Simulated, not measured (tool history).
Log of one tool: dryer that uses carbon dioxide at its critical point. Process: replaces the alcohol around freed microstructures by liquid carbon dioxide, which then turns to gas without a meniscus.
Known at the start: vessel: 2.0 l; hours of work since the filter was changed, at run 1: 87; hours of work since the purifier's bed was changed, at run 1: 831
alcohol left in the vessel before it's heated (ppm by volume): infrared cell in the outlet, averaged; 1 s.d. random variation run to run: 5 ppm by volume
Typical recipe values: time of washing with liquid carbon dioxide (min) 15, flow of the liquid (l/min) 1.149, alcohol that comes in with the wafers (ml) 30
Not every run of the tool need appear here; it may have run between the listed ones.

run	hour	time of washing with liquid carbon dioxide (min)	flow of the liquid (l/min)	alcohol that comes in with the wafers (ml)	hours of work since the filter was changed	hours of work since the purifier's bed was changed	alcohol left in the vessel before it's heated (ppm by volume)
1	0	15	1.149	30	87	831	111
2	24.2	15	1.149	30	97	841	111
3	65.2	15	1.149	26	114	858	119
4	92.8	15	1.149	30	126	870	115
5	131.8	15	1.149	30	142	886	126
6	160.7	15	1.149	30	154	898	123
7	208.7	15	1.149	30	174	918	126
8	233	15	1.149	30	185	928	136
9	255.5	15	1.149	30	194	938	140
# hour 269.9: purifier's bed changed
10	301.3	15	0.99	30	212	13	88
11	345.6	15	0.99	30	230	32	92
12	387.3	15	1.149	30	248	49	48
13	425.8	15	1.89	30	264	65	12
14	464.9	15	1.89	30	280	82	14
15	506.8	15	1.89	30	298	99	31
16	539.6	15	1.89	30	312	113	10
17	583.2	15	1.89	30	330	131	16
18	624.3	15	1.89	23	347	148	26
19	679.4	15	1.89	23	370	171	18
20	718.8	15	1.149	25	386	188	58
21	750.3	15	1.149	92	400	201	154
# hour 781.6: inlet filter changed
22	786.6	15	1.149	92	2	216	111
23	837.6	15	1.149	30	23	237	53
24	868.3	15	1.149	30	36	250	49
25	901.9	20	1.7	30	50	264	31
26	926.9	10	1.7	120	61	274	182
27	954.3	10	1.44	44	72	286	166
28	1004.7	18	0.96	37	93	307	66
29	1056.3	15	1.37	25	115	328	45
30	1089	19	1.149	50	129	342	47
31	1133	19	1.47	50	147	360	37
32	1172.3	20	0.83	30	163	377	78
33	1219.8	20	0.83	30	183	397	84
34	1265.5	21	0.83	30	202	416	75
35	1292.3	21	0.83	30	214	427	74
36	1341.8	21	0.83	30	234	448	75
37	1365	15	0.78	112	244	457	945
38	1398.9	15	0.78	112	258	472	955
39	1444.5	15	1.32	98	277	491	100
40	1477.1	16	1.32	98	291	504	81
41	1527.7	13	1.86	106	312	526	72
42	1580.5	10	1.149	42	334	548	465
43	1615.8	16	1.149	26	349	562	78
44	1660	16	1.149	26	367	581	74
45	1707.3	16	1.149	26	387	601	87
46	1752.2	21	1.149	26	406	619	67

Forecast each of these 5 alternatives for the next run:
# hour 1767.7: inlet filter changed
A	1787.9	15	0.8	30	8	634	?
# hour 1767.7: inlet filter changed
B	1787.9	15	1.149	32	8	634	?
# hour 1767.7: inlet filter changed
C	1787.9	10	1.28	31	8	634	?
# hour 1767.7: inlet filter changed
D	1787.9	14	1.82	26	8	634	?
# hour 1767.7: inlet filter changed
E	1787.9	10	1.16	73	8	634	?

run	alcohol left in the vessel before it's heated (ppm by volume)
A	240
B	89
C	219
D	67
E	597
Had the tool no hidden state, the same runs would have come out as:
run	alcohol left in the vessel before it's heated (ppm by volume)
A	181
B	34
C	160
D	11
E	535
